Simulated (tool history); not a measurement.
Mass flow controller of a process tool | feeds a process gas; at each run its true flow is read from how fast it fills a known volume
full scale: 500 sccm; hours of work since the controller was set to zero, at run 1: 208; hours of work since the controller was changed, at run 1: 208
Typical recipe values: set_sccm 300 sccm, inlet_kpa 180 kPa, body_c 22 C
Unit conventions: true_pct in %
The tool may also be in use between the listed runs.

run      day  set_sccm  inlet_kpa  body_c  hours of work since the controller was set to zero  hours of work since the controller was changed  true_pct
  1    0.000       300        180      22                                                 208                                             208     98.71
  2    7.504       300        180      22                                                 269                                             269     98.60
  3   12.975       300        180      22                                                 314                                             314     98.74
  4   19.354       300        180      23                                                 367                                             367     98.90
  5   24.825       300        180      23                                                 412                                             412     98.71
  6   32.971       300        180      26                                                 478                                             478     98.93
  7   37.692       300        180      36                                                 517                                             517     99.42
  8   41.733       300        180      36                                                 551                                             551     99.51
  9   45.533       300        180      25                                                 582                                             582     98.67
 10   51.004       300        180      35                                                 627                                             627     99.37
 11   58.758       424        180      22                                                 690                                             690     98.89
 12   64.025       300        180      22                                                 734                                             734     98.38
 13   70.517        83        180      22                                                 787                                             787     97.97
 14   75.233        83        180      22                                                 826                                             826     97.83
 15   80.438       300        163      22                                                 869                                             869     98.45
 16   84.592       300        180      22                                                 903                                             903     98.36
 17   89.512       300        205      22                                                 943                                             943     98.22
 18   93.742       300        180      22                                                 978                                             978     98.24
 19   98.458       300        180      22                                                1017                                            1017     98.34
 20  106.038       300        180      22                                                1079                                            1079     98.23
 21  114.712       300        170      23                                                1150                                            1150     98.29
 22  118.796       375        271      22                                                1184                                            1184     97.77
 23  125.554        96        216      34                                                1239                                            1239     98.34
 24  133.704        96        216      34                                                1306                                            1306     98.37
 25  139.462        96        216      34                                                1354                                            1354     98.38
 26  146.925       300        217      27                                                1415                                            1415     98.16
 27  154.150       300        217      27                                                1474                                            1474     98.02
 28  160.804       300        275      22                                                1529                                            1529     97.33
 29  168.062       339        191      23                                                1589                                            1589     98.02
 30  172.954       339        191      23                                                1629                                            1629     98.00
 31  180.512       339        191      23                                                1691                                            1691     97.98
 32  184.950       119        202      32                                                1727                                            1727     98.14
 33  190.396       119        202      32                                                1772                                            1772     98.17
 34  198.062        95        266      32                                                1835                                            1835     97.71
 35  201.975       133        266      32                                                1867                                            1867     97.59
 36  209.517       495        207      31                                                1929                                            1929     98.89
 37  216.017       300        180      38                                                1983                                            1983     98.65
 38  222.104       233        180      20                                                2033                                            2033     97.31
 39  230.062       320        178      24                                                2098                                            2098     97.91

Alternative continuations, all from the tool just after run 39; predict every row:
  A  237.017       196        180      29                                                2155                                            2155         ?
  B  237.017       300        150      22                                                2155                                            2155         ?
  C  237.017       300        163      39                                                2155                                            2155         ?

run  true_pct
  A     97.69
  B     97.69
  C     98.67
With no hidden state in the tool, these same runs would have given:
run  true_pct
  A     98.86
  B     99.13
  C    100.11
